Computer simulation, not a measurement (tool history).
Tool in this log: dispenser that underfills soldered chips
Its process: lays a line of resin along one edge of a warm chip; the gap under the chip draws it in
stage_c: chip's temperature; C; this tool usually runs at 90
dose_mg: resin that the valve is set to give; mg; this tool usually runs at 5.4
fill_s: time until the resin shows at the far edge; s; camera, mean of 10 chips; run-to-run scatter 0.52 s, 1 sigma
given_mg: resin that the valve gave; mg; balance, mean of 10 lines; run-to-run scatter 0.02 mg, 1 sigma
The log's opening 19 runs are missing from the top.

run,hour,stage_c,dose_mg,hours of work since the syringe was changed,hours of work since the valve was cleaned,hours of work since the stage was calibrated,fill_s,given_mg
20,74.5,103,5.4,4,100,172,36.6,5.06
# hour 76.4: new syringe of resin
21,79,103,5.4,2,103,175,34.3,5.09
22,83.7,79,6.99,5,106,178,74.1,6.53
# hour 84.3: new syringe of resin
23,87.1,100,5.01,2,108,180,37.7,4.63
# hour 89: dispensing valve cleaned and set on the balance
24,90.3,100,5.01,3,1,182,39.4,4.99
# hour 93.1: new syringe of resin
25,93.1,100,5.01,0,3,184,34.3,4.98
26,97.2,90,6.59,3,6,187,48.2,6.57
27,100.4,90,6.59,5,8,189,52.9,6.51
# hour 101: new syringe of resin
28,104.3,84,5.28,2,10,191,57,5.26
29,107.5,95,5.7,5,12,194,44.8,5.64
# hour 108.6: new syringe of resin
30,110.1,98,6.55,1,14,195,35,6.46
31,112.3,99,5.4,3,16,197,37.5,5.36
32,115.3,99,5.4,5,18,199,41.4,5.3
# hour 116.4: new syringe of resin
33,120,85,4.63,2,21,202,59.6,4.57
# hour 124.1: new syringe of resin
34,124.3,84,4.82,0,24,205,53.8,4.75
35,128.5,90,5.57,3,26,208,50.3,5.48

Branching from run 35: 5 alternative next runs. What would each branch give?
# hour 131.9: new syringe of resin
A,133.7,80,4.69,1,30,211,?,?
# hour 131.9: new syringe of resin
B,133.7,98,5.4,1,30,211,?,?
# hour 131.9: new syringe of resin
C,133.7,103,5.34,1,30,211,?,?
# hour 131.9: new syringe of resin
D,133.7,92,6.81,1,30,211,?,?
# hour 131.9: new syringe of resin
E,133.7,104,6.43,1,30,211,?,?

run,fill_s,given_mg
A,62.6,4.58
B,35.9,5.29
C,32.5,5.25
D,41.7,6.66
E,30.7,6.28
Stripped of hidden state, with their random variation kept, the same runs would have yielded:
run,fill_s,given_mg
A,58.8,4.68
B,34,5.4
C,30.8,5.36
D,39.5,6.8
E,29.1,6.42
